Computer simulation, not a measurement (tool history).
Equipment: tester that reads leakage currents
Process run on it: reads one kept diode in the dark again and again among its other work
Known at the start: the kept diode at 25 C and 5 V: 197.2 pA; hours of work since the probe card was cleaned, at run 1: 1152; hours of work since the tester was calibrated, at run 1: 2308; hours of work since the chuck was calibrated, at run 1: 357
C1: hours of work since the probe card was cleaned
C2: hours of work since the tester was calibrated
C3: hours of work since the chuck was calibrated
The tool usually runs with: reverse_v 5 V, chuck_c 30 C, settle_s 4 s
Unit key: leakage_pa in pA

Run 1, day 0: usual settings; C1 1152; C2 2308; C3 357. Result: leakage_pa 327.46 pA.
At day 0.821: tester calibrated.
Run 2, day 5.696: usual settings; C1 1247; C2 83; C3 452. Result: leakage_pa 323.18 pA.
Run 3, day 10.179: usual settings; C1 1323; C2 159; C3 528. Result: leakage_pa 325.83 pA.
At day 12.558: probe card cleaned and baked.
At day 18.596: chuck's temperature calibrated.
Run 4, day 18.942: usual settings; C1 107; C2 304; C3 6. Result: leakage_pa 300.31 pA.
Run 5, day 24.879: usual settings; C1 207; C2 404; C3 106. Result: leakage_pa 304.68 pA.
Run 6, day 32.904: usual settings; C1 344; C2 540; C3 243. Result: leakage_pa 310.1 pA.
Run 7, day 40.075: usual settings but chuck_c 28 C; C1 465; C2 662; C3 364. Result: leakage_pa 269.58 pA.
Run 8, day 48.729: usual settings but chuck_c 28 C; C1 612; C2 809; C3 511. Result: leakage_pa 273.57 pA.
Run 9, day 53.012: usual settings but chuck_c 28 C; C1 684; C2 881; C3 583. Result: leakage_pa 275.53 pA.
At day 58.138: chuck's temperature calibrated.
Run 10, day 61.475: usual settings but chuck_c 28 C; C1 826; C2 1023; C3 57. Result: leakage_pa 262.33 pA.
Run 11, day 69.4: usual settings but reverse_v 3 V, chuck_c 32 C, settle_s 3.41 s; C1 961; C2 1158; C3 191. Result: leakage_pa 281.38 pA.
Run 12, day 76.342: usual settings but chuck_c 24 C; C1 1078; C2 1275; C3 309. Result: leakage_pa 199.75 pA.
Run 13, day 85.892: usual settings but chuck_c 24 C; C1 1240; C2 1437; C3 471. Result: leakage_pa 204.41 pA.
At day 93.117: probe card cleaned and baked.
Run 14, day 93.983: usual settings but chuck_c 51 C, settle_s 5.56 s; C1 15; C2 1572; C3 606. Result: leakage_pa 1489.79 pA.
At day 97.938: chuck's temperature calibrated.
Run 15, day 101.642: usual settings but reverse_v 1.01 V, chuck_c 29 C, settle_s 0.59 s; C1 143; C2 1701; C3 63. Result: leakage_pa 127.59 pA.
Run 16, day 107.892: usual settings but reverse_v 1.01 V, chuck_c 29 C, settle_s 0.59 s; C1 249; C2 1807; C3 169. Result: leakage_pa 129.39 pA.
Run 17, day 115.275: usual settings but reverse_v 1.01 V, chuck_c 29 C, settle_s 0.59 s; C1 374; C2 1932; C3 294. Result: leakage_pa 131.96 pA.
Run 18, day 123.1: usual settings but reverse_v 1.01 V, chuck_c 29 C, settle_s 0.59 s; C1 507; C2 2064; C3 427. Result: leakage_pa 133.8 pA.

Below are 5 alternative next runs, each starting from the tool's condition after run 18. Predict each:
Run A, day 131.192: usual settings but chuck_c 44 C, settle_s 0.44 s; C1 644; C2 2202; C3 564. Result: leakage_pa ?.
Run B, day 131.192: usual settings but reverse_v 15.93 V, chuck_c 53 C, settle_s 0.59 s; C1 644; C2 2202; C3 564. Result: leakage_pa ?.
Run C, day 131.192: usual settings but settle_s 2.22 s; C1 644; C2 2202; C3 564. Result: leakage_pa ?.
Run D, day 131.192: usual settings but settle_s 1.47 s; C1 644; C2 2202; C3 564. Result: leakage_pa ?.
Run E, day 131.192: usual settings but reverse_v 6.22 V; C1 644; C2 2202; C3 564. Result: leakage_pa ?.

run  leakage_pa
  A      934.17
  B     3134.07
  C      329.45
  D      329.65
  E      368.02
With the hidden condition removed and each run's random variation left untouched, the same runs would have given:
run  leakage_pa
  A      850.78
  B     2864.77
  C         295
  D      295.22
  E      328.88

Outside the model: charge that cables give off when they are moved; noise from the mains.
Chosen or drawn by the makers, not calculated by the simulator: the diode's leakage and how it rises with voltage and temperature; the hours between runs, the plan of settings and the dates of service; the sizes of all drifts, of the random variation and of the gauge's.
